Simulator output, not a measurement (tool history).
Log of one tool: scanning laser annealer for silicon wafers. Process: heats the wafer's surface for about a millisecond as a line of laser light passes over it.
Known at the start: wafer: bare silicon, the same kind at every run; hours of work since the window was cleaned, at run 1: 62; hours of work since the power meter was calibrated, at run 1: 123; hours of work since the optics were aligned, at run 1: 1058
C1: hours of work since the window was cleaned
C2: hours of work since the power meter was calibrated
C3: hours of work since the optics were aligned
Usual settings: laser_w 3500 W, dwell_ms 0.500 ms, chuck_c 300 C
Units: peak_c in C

run 1 hour=0.0 | laser_w=3500 dwell_ms=0.500 chuck_c=300 | C1=62 C2=123 C3=1058 | peak_c=1068
run 2 hour=7.6 | laser_w=3500 dwell_ms=0.500 chuck_c=330 | C1=68 C2=128 C3=1064 | peak_c=1096
run 3 hour=22.4 | laser_w=3500 dwell_ms=0.500 chuck_c=330 | C1=78 C2=139 C3=1074 | peak_c=1096
run 4 hour=33.8 | laser_w=3500 dwell_ms=0.500 chuck_c=300 | C1=86 C2=146 C3=1082 | peak_c=1067
run 5 hour=45.1 | laser_w=3500 dwell_ms=0.500 chuck_c=300 | C1=94 C2=154 C3=1090 | peak_c=1066
run 6 hour=54.6 | laser_w=3500 dwell_ms=0.500 chuck_c=300 | C1=100 C2=161 C3=1096 | peak_c=1064
run 7 hour=64.8 | laser_w=3500 dwell_ms=0.462 chuck_c=300 | C1=107 C2=168 C3=1103 | peak_c=1041
run 8 hour=74.3 | laser_w=3500 dwell_ms=0.462 chuck_c=300 | C1=114 C2=175 C3=1110 | peak_c=1035
run 9 hour=84.4 | laser_w=3500 dwell_ms=0.462 chuck_c=300 | C1=121 C2=182 C3=1117 | peak_c=1042
run 10 hour=98.5 | laser_w=3500 dwell_ms=0.392 chuck_c=300 | C1=131 C2=191 C3=1127 | peak_c=983
run 11 hour=113.0 | laser_w=3500 dwell_ms=0.392 chuck_c=300 | C1=141 C2=201 C3=1137 | peak_c=985
run 12 hour=120.0 | laser_w=3500 dwell_ms=0.392 chuck_c=300 | C1=146 C2=206 C3=1142 | peak_c=984
run 13 hour=126.6 | laser_w=3500 dwell_ms=0.392 chuck_c=300 | C1=150 C2=211 C3=1146 | peak_c=984
run 14 hour=140.3 | laser_w=3500 dwell_ms=0.392 chuck_c=300 | C1=160 C2=220 C3=1156 | peak_c=982
run 15 hour=153.4 | laser_w=3500 dwell_ms=0.545 chuck_c=300 | C1=169 C2=229 C3=1165 | peak_c=1092
run 16 hour=168.5 | laser_w=3500 dwell_ms=0.500 chuck_c=300 | C1=179 C2=240 C3=1175 | peak_c=1063
run 17 hour=179.0 | laser_w=3500 dwell_ms=0.525 chuck_c=300 | C1=187 C2=247 C3=1183 | peak_c=1079
run 18 hour=192.2 | laser_w=3500 dwell_ms=0.525 chuck_c=300 | C1=196 C2=256 C3=1192 | peak_c=1080
-- hour=201.6 optics aligned, line set to its width
run 19 hour=205.7 | laser_w=3338 dwell_ms=0.386 chuck_c=281 | C1=202 C2=262 C3=3 | peak_c=944
run 20 hour=214.5 | laser_w=3415 dwell_ms=0.468 chuck_c=301 | C1=208 C2=268 C3=9 | peak_c=1039
run 21 hour=228.3 | laser_w=3415 dwell_ms=0.468 chuck_c=301 | C1=217 C2=278 C3=18 | peak_c=1037
run 22 hour=234.9 | laser_w=3415 dwell_ms=0.468 chuck_c=301 | C1=222 C2=282 C3=23 | peak_c=1036
run 23 hour=242.1 | laser_w=3559 dwell_ms=0.504 chuck_c=307 | C1=227 C2=287 C3=28 | peak_c=1097
run 24 hour=248.7 | laser_w=3071 dwell_ms=0.500 chuck_c=327 | C1=231 C2=292 C3=33 | peak_c=1016
run 25 hour=261.4 | laser_w=3071 dwell_ms=0.500 chuck_c=327 | C1=240 C2=301 C3=41 | peak_c=1014
run 26 hour=273.6 | laser_w=3071 dwell_ms=0.591 chuck_c=327 | C1=249 C2=309 C3=50 | peak_c=1064
run 27 hour=285.3 | laser_w=3101 dwell_ms=0.501 chuck_c=316 | C1=257 C2=317 C3=58 | peak_c=1008
run 28 hour=293.7 | laser_w=3101 dwell_ms=0.501 chuck_c=316 | C1=263 C2=323 C3=64 | peak_c=1010
run 29 hour=308.3 | laser_w=3101 dwell_ms=0.501 chuck_c=316 | C1=273 C2=333 C3=74 | peak_c=1007
run 30 hour=316.1 | laser_w=3101 dwell_ms=0.501 chuck_c=316 | C1=278 C2=339 C3=79 | peak_c=1010
run 31 hour=322.5 | laser_w=3101 dwell_ms=0.501 chuck_c=316 | C1=283 C2=343 C3=84 | peak_c=1008
run 32 hour=335.4 | laser_w=3351 dwell_ms=0.421 chuck_c=320 | C1=291 C2=352 C3=93 | peak_c=1009
run 33 hour=347.4 | laser_w=3351 dwell_ms=0.421 chuck_c=320 | C1=300 C2=360 C3=101 | peak_c=1008
run 34 hour=354.3 | laser_w=3644 dwell_ms=0.421 chuck_c=317 | C1=305 C2=365 C3=106 | peak_c=1057
run 35 hour=364.6 | laser_w=3128 dwell_ms=0.421 chuck_c=290 | C1=312 C2=372 C3=113 | peak_c=936

How the hidden state differs across the entries between the runs, from the last listed run before each to the first after it:
Between runs 18 and 19: optics aligned, line set to its width (hour 201.6)
  light that passes the window, % of a clean one's: 99.03 -> 99; width of the line over the set one, %: 4.17 -> 0.04
  measured less the result without the state, peak_c: -22 -> -6 C
